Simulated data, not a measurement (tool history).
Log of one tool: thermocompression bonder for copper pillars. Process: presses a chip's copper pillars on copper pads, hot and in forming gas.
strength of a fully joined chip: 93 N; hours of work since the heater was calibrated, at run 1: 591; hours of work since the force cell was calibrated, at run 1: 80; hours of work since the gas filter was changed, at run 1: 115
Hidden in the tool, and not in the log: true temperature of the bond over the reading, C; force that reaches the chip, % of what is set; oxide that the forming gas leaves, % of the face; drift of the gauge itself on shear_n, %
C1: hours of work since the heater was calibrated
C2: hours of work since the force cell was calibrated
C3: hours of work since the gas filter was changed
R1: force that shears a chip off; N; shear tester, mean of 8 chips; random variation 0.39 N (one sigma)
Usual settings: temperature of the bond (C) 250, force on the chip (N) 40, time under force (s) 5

{"run": 1, "hour": 0.0, "temperature of the bond (C)": 250, "force on the chip (N)": 40, "time under force (s)": 5, "C1": 591, "C2": 80, "C3": 115, "R1": 53.6}
{"run": 2, "hour": 7.0, "temperature of the bond (C)": 250, "force on the chip (N)": 40, "time under force (s)": 5, "C1": 594, "C2": 83, "C3": 118, "R1": 54.2}
{"run": 3, "hour": 14.0, "temperature of the bond (C)": 250, "force on the chip (N)": 40, "time under force (s)": 5, "C1": 597, "C2": 86, "C3": 121, "R1": 53.9}
{"run": 4, "hour": 26.1, "temperature of the bond (C)": 261, "force on the chip (N)": 40, "time under force (s)": 5, "C1": 603, "C2": 91, "C3": 126, "R1": 61.8}
{"run": 5, "hour": 32.9, "temperature of the bond (C)": 261, "force on the chip (N)": 40, "time under force (s)": 5, "C1": 605, "C2": 94, "C3": 129, "R1": 62.1}
{"run": 6, "hour": 42.8, "temperature of the bond (C)": 261, "force on the chip (N)": 40, "time under force (s)": 5, "C1": 610, "C2": 98, "C3": 133, "R1": 62.3}
{"run": 7, "hour": 53.0, "temperature of the bond (C)": 250, "force on the chip (N)": 40, "time under force (s)": 12, "C1": 614, "C2": 102, "C3": 138, "R1": 68.5}
{"run": 8, "hour": 58.2, "temperature of the bond (C)": 250, "force on the chip (N)": 40, "time under force (s)": 12, "C1": 616, "C2": 104, "C3": 140, "R1": 69.2}
{"run": 9, "hour": 69.5, "temperature of the bond (C)": 250, "force on the chip (N)": 40, "time under force (s)": 5, "C1": 621, "C2": 109, "C3": 145, "R1": 54.5}
{"run": 10, "hour": 78.5, "temperature of the bond (C)": 253, "force on the chip (N)": 40, "time under force (s)": 5, "C1": 625, "C2": 113, "C3": 148, "R1": 57.1}
{"run": 11, "hour": 86.8, "temperature of the bond (C)": 253, "force on the chip (N)": 40, "time under force (s)": 5, "C1": 628, "C2": 116, "C3": 152, "R1": 56.1}
{"run": 12, "hour": 92.8, "temperature of the bond (C)": 253, "force on the chip (N)": 40, "time under force (s)": 5, "C1": 631, "C2": 119, "C3": 154, "R1": 55.9}
{"run": 13, "hour": 100.9, "temperature of the bond (C)": 250, "force on the chip (N)": 40, "time under force (s)": 3, "C1": 634, "C2": 122, "C3": 158, "R1": 45.4}
{"run": 14, "hour": 108.2, "temperature of the bond (C)": 250, "force on the chip (N)": 40, "time under force (s)": 3, "C1": 637, "C2": 126, "C3": 161, "R1": 46}

Forecast run 15:
{"run": 15, "hour": 118.5, "temperature of the bond (C)": 279, "force on the chip (N)": 29, "time under force (s)": 3, "C1": 642, "C2": 130, "C3": 165, "R1": "?"}

Run 15 gave R1 50.2 N.
Without the tool's hidden state the same run would have given R1 50.2 N.
